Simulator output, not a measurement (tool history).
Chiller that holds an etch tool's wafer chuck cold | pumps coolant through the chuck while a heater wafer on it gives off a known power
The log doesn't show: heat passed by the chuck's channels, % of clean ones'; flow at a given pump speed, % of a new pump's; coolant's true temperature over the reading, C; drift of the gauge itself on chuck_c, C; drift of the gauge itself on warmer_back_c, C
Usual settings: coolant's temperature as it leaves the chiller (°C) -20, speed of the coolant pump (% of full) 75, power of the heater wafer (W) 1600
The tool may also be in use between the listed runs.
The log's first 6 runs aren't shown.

run,day,coolant's temperature as it leaves the chiller (°C),speed of the coolant pump (% of full),power of the heater wafer (W),hours since the coolant was changed and the channels were flushed,hours since the pump was overhauled,hours since the chiller's thermometer was calibrated,chuck's temperature once it has settled (°C),how much warmer the coolant comes back (C)
7,20.767,-20,93,1600,2274,2300,268,-9.7,6.26
8,24.492,-20,93,1600,2363,2389,357,-9.9,6.30
9,27.475,-20,93,1600,2435,2461,429,-9.7,6.25
# day 29.583: chiller's thermometer calibrated, once more
10,29.658,-20,93,1600,2486,2512,2,-8.7,6.29
11,33.671,-20,93,1600,2583,2609,98,-8.8,6.24
12,37.979,-20,75,823,2686,2712,201,-13.3,4.05
13,42.175,-20,75,823,2787,2813,302,-13.4,4.05
14,44.367,-20,75,1600,2839,2865,355,-7.2,7.77
15,47.550,-20,75,1600,2916,2942,431,-6.9,7.83
16,50.792,-20,75,1600,2993,3020,509,-7.0,7.91
17,53.829,-20,75,1600,3066,3093,582,-7.1,7.82
18,57.350,-20,75,1600,3151,3177,666,-7.0,7.94

The next listed run, before its measurement:
19,60.079,-16,66,1245,3216,3243,732,?,?

{"run 19": {"chuck's temperature once it has settled (°C)": -4.8, "how much warmer the coolant comes back (C)": 6.91}}
Without the tool's hidden state the same run would have given chuck's temperature once it has settled (°C) -5.3, how much warmer the coolant comes back (C) 6.73.
